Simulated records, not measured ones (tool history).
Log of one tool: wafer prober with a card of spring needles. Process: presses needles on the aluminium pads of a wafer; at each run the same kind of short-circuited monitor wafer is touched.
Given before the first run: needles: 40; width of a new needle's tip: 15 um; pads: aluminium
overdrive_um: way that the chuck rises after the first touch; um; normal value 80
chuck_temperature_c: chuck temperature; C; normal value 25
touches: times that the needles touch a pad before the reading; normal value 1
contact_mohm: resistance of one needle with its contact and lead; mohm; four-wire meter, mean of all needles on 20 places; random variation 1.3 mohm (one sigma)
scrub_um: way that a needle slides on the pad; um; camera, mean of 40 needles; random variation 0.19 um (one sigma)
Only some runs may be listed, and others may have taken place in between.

{"run": 1, "day": 0.0, "overdrive_um": 80, "chuck_temperature_c": 25, "touches": 1, "contact_mohm": 121, "scrub_um": 20.4}
{"day": 0.204, "done": "tips cleaned on abrasive film"}
{"day": 0.408, "done": "tips cleaned on abrasive film"}
{"day": 0.608, "done": "tips cleaned on abrasive film"}
{"day": 0.812, "done": "tips cleaned on abrasive film"}
{"day": 1.017, "done": "tips cleaned on abrasive film"}
{"day": 1.071, "done": "height of the first contact set anew"}
{"day": 1.233, "done": "tips cleaned on abrasive film"}
{"day": 1.438, "done": "tips cleaned on abrasive film"}
{"day": 1.642, "done": "tips cleaned on abrasive film"}
{"day": 1.842, "done": "tips cleaned on abrasive film"}
{"run": 2, "day": 1.979, "overdrive_um": 80, "chuck_temperature_c": 25, "touches": 1, "contact_mohm": 182, "scrub_um": 19.88}
{"day": 2.025, "done": "tips cleaned on abrasive film"}
{"day": 2.229, "done": "tips cleaned on abrasive film"}
{"day": 2.433, "done": "tips cleaned on abrasive film"}
{"day": 2.633, "done": "tips cleaned on abrasive film"}
{"day": 2.838, "done": "tips cleaned on abrasive film"}
{"day": 3.042, "done": "tips cleaned on abrasive film"}
{"day": 3.246, "done": "tips cleaned on abrasive film"}
{"day": 3.45, "done": "tips cleaned on abrasive film"}
{"day": 3.654, "done": "tips cleaned on abrasive film"}
{"day": 3.854, "done": "tips cleaned on abrasive film"}
{"day": 4.058, "done": "tips cleaned on abrasive film"}
{"day": 4.262, "done": "tips cleaned on abrasive film"}
{"run": 3, "day": 4.296, "overdrive_um": 80, "chuck_temperature_c": 25, "touches": 1, "contact_mohm": 150, "scrub_um": 19.6}
{"day": 4.462, "done": "tips cleaned on abrasive film"}
{"day": 4.662, "done": "tips cleaned on abrasive film"}
{"day": 4.867, "done": "tips cleaned on abrasive film"}
{"day": 5.071, "done": "tips cleaned on abrasive film"}
{"day": 5.233, "done": "tips cleaned on abrasive film"}
{"day": 5.438, "done": "tips cleaned on abrasive film"}
{"day": 5.65, "done": "height of the first contact set anew, once more"}
{"day": 5.654, "done": "tips cleaned on abrasive film"}
{"run": 4, "day": 5.796, "overdrive_um": 80, "chuck_temperature_c": 25, "touches": 1, "contact_mohm": 180, "scrub_um": 21.16}
{"day": 5.842, "done": "tips cleaned on abrasive film"}
{"day": 6.042, "done": "tips cleaned on abrasive film"}
{"day": 6.246, "done": "tips cleaned on abrasive film"}
{"day": 6.45, "done": "tips cleaned on abrasive film"}
{"day": 6.654, "done": "tips cleaned on abrasive film"}
{"day": 6.858, "done": "tips cleaned on abrasive film"}
{"day": 7.062, "done": "tips cleaned on abrasive film"}
{"day": 7.262, "done": "tips cleaned on abrasive film"}
{"day": 7.467, "done": "tips cleaned on abrasive film"}
{"day": 7.629, "done": "tips cleaned on abrasive film"}
{"day": 7.833, "done": "tips cleaned on abrasive film"}
{"run": 5, "day": 7.975, "overdrive_um": 99, "chuck_temperature_c": 25, "touches": 1, "contact_mohm": 160, "scrub_um": 26.34}
{"day": 8.021, "done": "tips cleaned on abrasive film"}
{"day": 8.225, "done": "tips cleaned on abrasive film"}
{"day": 8.425, "done": "tips cleaned on abrasive film"}
{"day": 8.592, "done": "tips cleaned on abrasive film"}
{"day": 8.796, "done": "tips cleaned on abrasive film"}
{"day": 8.958, "done": "tips cleaned on abrasive film"}
{"run": 6, "day": 9.029, "overdrive_um": 80, "chuck_temperature_c": 25, "touches": 1, "contact_mohm": 153, "scrub_um": 20.42}
{"day": 9.15, "done": "tips cleaned on abrasive film"}
{"day": 9.354, "done": "tips cleaned on abrasive film"}
{"day": 9.558, "done": "tips cleaned on abrasive film"}
{"day": 9.762, "done": "tips cleaned on abrasive film"}
{"day": 9.967, "done": "tips cleaned on abrasive film"}
{"day": 10.167, "done": "tips cleaned on abrasive film"}
{"day": 10.371, "done": "tips cleaned on abrasive film"}
{"day": 10.575, "done": "tips cleaned on abrasive film"}
{"day": 10.779, "done": "tips cleaned on abrasive film"}
{"day": 10.983, "done": "tips cleaned on abrasive film"}
{"day": 11.188, "done": "tips cleaned on abrasive film"}
{"run": 7, "day": 11.329, "overdrive_um": 80, "chuck_temperature_c": 25, "touches": 1, "contact_mohm": 189, "scrub_um": 20.68}
{"day": 11.371, "done": "tips cleaned on abrasive film"}
{"day": 11.575, "done": "tips cleaned on abrasive film"}
{"day": 11.779, "done": "tips cleaned on abrasive film"}
{"day": 11.983, "done": "tips cleaned on abrasive film"}
{"day": 12.146, "done": "tips cleaned on abrasive film"}
{"day": 12.35, "done": "tips cleaned on abrasive film"}
{"day": 12.554, "done": "tips cleaned on abrasive film"}
{"run": 8, "day": 12.6, "overdrive_um": 80, "chuck_temperature_c": 25, "touches": 1, "contact_mohm": 151, "scrub_um": 20.27}
{"day": 12.721, "done": "tips cleaned on abrasive film"}
{"day": 12.925, "done": "tips cleaned on abrasive film"}
{"day": 13.129, "done": "tips cleaned on abrasive film"}
{"day": 13.333, "done": "tips cleaned on abrasive film"}
{"day": 13.538, "done": "tips cleaned on abrasive film"}
{"day": 13.738, "done": "tips cleaned on abrasive film"}
{"day": 13.942, "done": "tips cleaned on abrasive film"}
{"day": 14.146, "done": "tips cleaned on abrasive film"}
{"day": 14.308, "done": "tips cleaned on abrasive film"}
{"day": 14.512, "done": "tips cleaned on abrasive film"}
{"run": 9, "day": 14.525, "overdrive_um": 80, "chuck_temperature_c": 25, "touches": 1, "contact_mohm": 133, "scrub_um": 20.11}
{"day": 14.617, "done": "height of the first contact set anew"}
{"day": 14.7, "done": "tips cleaned on abrasive film"}
{"day": 14.904, "done": "tips cleaned on abrasive film"}
{"day": 15.108, "done": "tips cleaned on abrasive film"}
{"day": 15.308, "done": "tips cleaned on abrasive film"}
{"day": 15.512, "done": "tips cleaned on abrasive film"}
{"day": 15.717, "done": "tips cleaned on abrasive film"}
{"day": 15.879, "done": "tips cleaned on abrasive film"}
{"day": 16.083, "done": "tips cleaned on abrasive film"}
{"day": 16.288, "done": "tips cleaned on abrasive film"}
{"run": 10, "day": 16.442, "overdrive_um": 80, "chuck_temperature_c": 25, "touches": 1, "contact_mohm": 196, "scrub_um": 21.23}
{"day": 16.483, "done": "tips cleaned on abrasive film"}
{"day": 16.688, "done": "tips cleaned on abrasive film"}
{"day": 16.892, "done": "tips cleaned on abrasive film"}
{"day": 17.096, "done": "tips cleaned on abrasive film"}
{"day": 17.296, "done": "tips cleaned on abrasive film"}
{"day": 17.5, "done": "tips cleaned on abrasive film"}
{"day": 17.662, "done": "tips cleaned on abrasive film"}
{"day": 17.867, "done": "tips cleaned on abrasive film"}
{"day": 18.071, "done": "tips cleaned on abrasive film"}
{"day": 18.275, "done": "tips cleaned on abrasive film"}
{"run": 11, "day": 18.362, "overdrive_um": 80, "chuck_temperature_c": 25, "touches": 1, "contact_mohm": 172, "scrub_um": 20.93}
{"day": 18.446, "done": "tips cleaned on abrasive film"}
{"day": 18.65, "done": "tips cleaned on abrasive film"}
{"day": 18.854, "done": "tips cleaned on abrasive film"}
{"day": 19.054, "done": "tips cleaned on abrasive film"}
{"day": 19.258, "done": "tips cleaned on abrasive film"}
{"day": 19.462, "done": "tips cleaned on abrasive film"}
{"day": 19.625, "done": "tips cleaned on abrasive film"}
{"day": 19.829, "done": "tips cleaned on abrasive film"}
{"run": 12, "day": 19.904, "overdrive_um": 87, "chuck_temperature_c": 70, "touches": 2, "contact_mohm": 148, "scrub_um": 22.58}
{"day": 20.029, "done": "tips cleaned on abrasive film"}
{"day": 20.229, "done": "tips cleaned on abrasive film"}
{"day": 20.433, "done": "tips cleaned on abrasive film"}
{"day": 20.638, "done": "tips cleaned on abrasive film"}
{"day": 20.842, "done": "tips cleaned on abrasive film"}
{"day": 21.046, "done": "tips cleaned on abrasive film"}
{"day": 21.246, "done": "tips cleaned on abrasive film"}
{"day": 21.45, "done": "tips cleaned on abrasive film"}
{"day": 21.654, "done": "tips cleaned on abrasive film"}
{"run": 13, "day": 21.796, "overdrive_um": 68, "chuck_temperature_c": 105, "touches": 1, "contact_mohm": 235, "scrub_um": 17.04}
{"day": 21.842, "done": "tips cleaned on abrasive film"}
{"day": 22.046, "done": "tips cleaned on abrasive film"}
{"day": 22.25, "done": "tips cleaned on abrasive film"}
{"day": 22.45, "done": "tips cleaned on abrasive film"}
{"day": 22.654, "done": "tips cleaned on abrasive film"}
{"day": 23.154, "done": "card fitted with new needles"}
{"day": 23.358, "done": "tips cleaned on abrasive film"}
{"run": 14, "day": 23.417, "overdrive_um": 68, "chuck_temperature_c": 105, "touches": 1, "contact_mohm": 155, "scrub_um": 17.89}
{"day": 23.538, "done": "tips cleaned on abrasive film"}
{"day": 23.742, "done": "tips cleaned on abrasive film"}
{"day": 23.946, "done": "tips cleaned on abrasive film"}
{"day": 24.15, "done": "tips cleaned on abrasive film"}
{"day": 24.354, "done": "tips cleaned on abrasive film"}
{"day": 24.558, "done": "tips cleaned on abrasive film"}
{"day": 24.758, "done": "tips cleaned on abrasive film"}
{"day": 24.962, "done": "tips cleaned on abrasive film"}
{"day": 25.125, "done": "tips cleaned on abrasive film"}
{"day": 25.296, "done": "tips cleaned on abrasive film"}
{"run": 15, "day": 25.296, "overdrive_um": 80, "chuck_temperature_c": 118, "touches": 2, "contact_mohm": 130, "scrub_um": 21}
{"day": 25.462, "done": "tips cleaned on abrasive film"}
{"day": 25.662, "done": "tips cleaned on abrasive film"}
{"day": 25.867, "done": "tips cleaned on abrasive film"}
{"day": 26.071, "done": "tips cleaned on abrasive film"}
{"day": 26.275, "done": "tips cleaned on abrasive film"}
{"day": 26.479, "done": "tips cleaned on abrasive film"}
{"day": 26.683, "done": "tips cleaned on abrasive film"}
{"day": 26.846, "done": "tips cleaned on abrasive film"}
{"day": 27.05, "done": "tips cleaned on abrasive film"}
{"day": 27.212, "done": "tips cleaned on abrasive film"}
{"day": 27.417, "done": "tips cleaned on abrasive film"}
{"day": 27.588, "done": "tips cleaned on abrasive film"}
{"run": 16, "day": 27.588, "overdrive_um": 62, "chuck_temperature_c": 71, "touches": 1, "contact_mohm": 131, "scrub_um": 16.04}
{"day": 27.754, "done": "tips cleaned on abrasive film"}
{"day": 27.954, "done": "tips cleaned on abrasive film"}
{"day": 28.158, "done": "tips cleaned on abrasive film"}
{"day": 28.362, "done": "tips cleaned on abrasive film"}
{"day": 28.567, "done": "tips cleaned on abrasive film"}
{"day": 28.771, "done": "tips cleaned on abrasive film"}
{"day": 28.962, "done": "tips cleaned on abrasive film"}
{"run": 17, "day": 28.962, "overdrive_um": 64, "chuck_temperature_c": 60, "touches": 1, "contact_mohm": 134, "scrub_um": 16.36}
{"day": 29.167, "done": "tips cleaned on abrasive film"}
{"day": 29.371, "done": "tips cleaned on abrasive film"}
{"day": 29.571, "done": "tips cleaned on abrasive film"}
{"day": 29.775, "done": "tips cleaned on abrasive film"}
{"day": 29.979, "done": "tips cleaned on abrasive film"}
{"day": 30.183, "done": "tips cleaned on abrasive film"}
{"day": 30.388, "done": "tips cleaned on abrasive film"}
{"day": 30.588, "done": "tips cleaned on abrasive film"}
{"day": 30.792, "done": "tips cleaned on abrasive film"}
{"day": 30.996, "done": "tips cleaned on abrasive film"}
{"run": 18, "day": 30.996, "overdrive_um": 64, "chuck_temperature_c": 60, "touches": 1, "contact_mohm": 134, "scrub_um": 15.88}

Below are 3 alternative next runs, each starting from the tool's condition after run 18. Predict each:
{"day": 31.162, "done": "tips cleaned on abrasive film"}
{"day": 31.362, "done": "tips cleaned on abrasive film"}
{"day": 31.567, "done": "tips cleaned on abrasive film"}
{"day": 31.771, "done": "tips cleaned on abrasive film"}
{"day": 31.975, "done": "tips cleaned on abrasive film"}
{"day": 32.108, "done": "height of the first contact set anew"}
{"day": 32.15, "done": "tips cleaned on abrasive film"}
{"day": 32.354, "done": "tips cleaned on abrasive film"}
{"day": 32.558, "done": "tips cleaned on abrasive film"}
{"day": 32.762, "done": "tips cleaned on abrasive film"}
{"day": 32.925, "done": "tips cleaned on abrasive film"}
{"day": 33.129, "done": "tips cleaned on abrasive film"}
{"run": "A", "day": 33.192, "overdrive_um": 83, "chuck_temperature_c": 115, "touches": 3, "contact_mohm": "?", "scrub_um": "?"}
{"day": 31.162, "done": "tips cleaned on abrasive film"}
{"day": 31.362, "done": "tips cleaned on abrasive film"}
{"day": 31.567, "done": "tips cleaned on abrasive film"}
{"day": 31.771, "done": "tips cleaned on abrasive film"}
{"day": 31.975, "done": "tips cleaned on abrasive film"}
{"day": 32.108, "done": "height of the first contact set anew"}
{"day": 32.15, "done": "tips cleaned on abrasive film"}
{"day": 32.354, "done": "tips cleaned on abrasive film"}
{"day": 32.558, "done": "tips cleaned on abrasive film"}
{"day": 32.762, "done": "tips cleaned on abrasive film"}
{"day": 32.925, "done": "tips cleaned on abrasive film"}
{"day": 33.129, "done": "tips cleaned on abrasive film"}
{"run": "B", "day": 33.192, "overdrive_um": 80, "chuck_temperature_c": 29, "touches": 1, "contact_mohm": "?", "scrub_um": "?"}
{"day": 31.162, "done": "tips cleaned on abrasive film"}
{"day": 31.362, "done": "tips cleaned on abrasive film"}
{"day": 31.567, "done": "tips cleaned on abrasive film"}
{"day": 31.771, "done": "tips cleaned on abrasive film"}
{"day": 31.975, "done": "tips cleaned on abrasive film"}
{"day": 32.108, "done": "height of the first contact set anew"}
{"day": 32.15, "done": "tips cleaned on abrasive film"}
{"day": 32.354, "done": "tips cleaned on abrasive film"}
{"day": 32.558, "done": "tips cleaned on abrasive film"}
{"day": 32.762, "done": "tips cleaned on abrasive film"}
{"day": 32.925, "done": "tips cleaned on abrasive film"}
{"day": 33.129, "done": "tips cleaned on abrasive film"}
{"run": "C", "day": 33.192, "overdrive_um": 74, "chuck_temperature_c": 37, "touches": 1, "contact_mohm": "?", "scrub_um": "?"}

run=A contact_mohm=132 scrub_um=22.08
run=B contact_mohm=144 scrub_um=20.91
run=C contact_mohm=150 scrub_um=19.73
With no hidden state in the tool, these same runs would have given:
run=A contact_mohm=123 scrub_um=22.24
run=B contact_mohm=115 scrub_um=21.07
run=C contact_mohm=117 scrub_um=19.89
